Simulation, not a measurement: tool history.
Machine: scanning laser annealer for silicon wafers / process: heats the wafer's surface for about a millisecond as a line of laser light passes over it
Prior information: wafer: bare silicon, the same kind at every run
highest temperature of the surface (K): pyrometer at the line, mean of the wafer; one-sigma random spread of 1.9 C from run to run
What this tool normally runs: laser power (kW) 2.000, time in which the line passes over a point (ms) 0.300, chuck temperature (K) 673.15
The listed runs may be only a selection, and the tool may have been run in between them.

run	hour	laser power (kW)	time in which the line passes over a point (ms)	chuck temperature (K)	highest temperature of the surface (K)
1	0.0	2.000	0.300	673.15	1488.15
2	24.3	2.000	0.300	673.15	1490.15
3	45.8	2.000	0.300	673.15	1488.15
4	72.9	2.000	0.300	673.15	1487.15
5	103.4	2.000	0.379	673.15	1586.15
6	123.8	2.000	0.379	673.15	1583.15
7	165.3	2.000	0.379	673.15	1582.15
# hour 169.4: window over the wafer cleaned
8	191.5	2.000	0.379	673.15	1573.15
9	228.8	2.000	0.379	673.15	1567.15
10	250.0	2.000	0.379	673.15	1566.15
11	279.2	2.000	0.300	673.15	1468.15
# hour 287.8: window over the wafer cleaned, once more
12	310.7	2.000	0.300	673.15	1496.15

Forecast run 13:
13	336.8	2.055	0.287	673.15	?

Run 13 measured highest temperature of the surface (K) 1505.15.
If the tool had no hidden condition, the same run with the same run-to-run variation would have returned highest temperature of the surface (K) 1518.15.

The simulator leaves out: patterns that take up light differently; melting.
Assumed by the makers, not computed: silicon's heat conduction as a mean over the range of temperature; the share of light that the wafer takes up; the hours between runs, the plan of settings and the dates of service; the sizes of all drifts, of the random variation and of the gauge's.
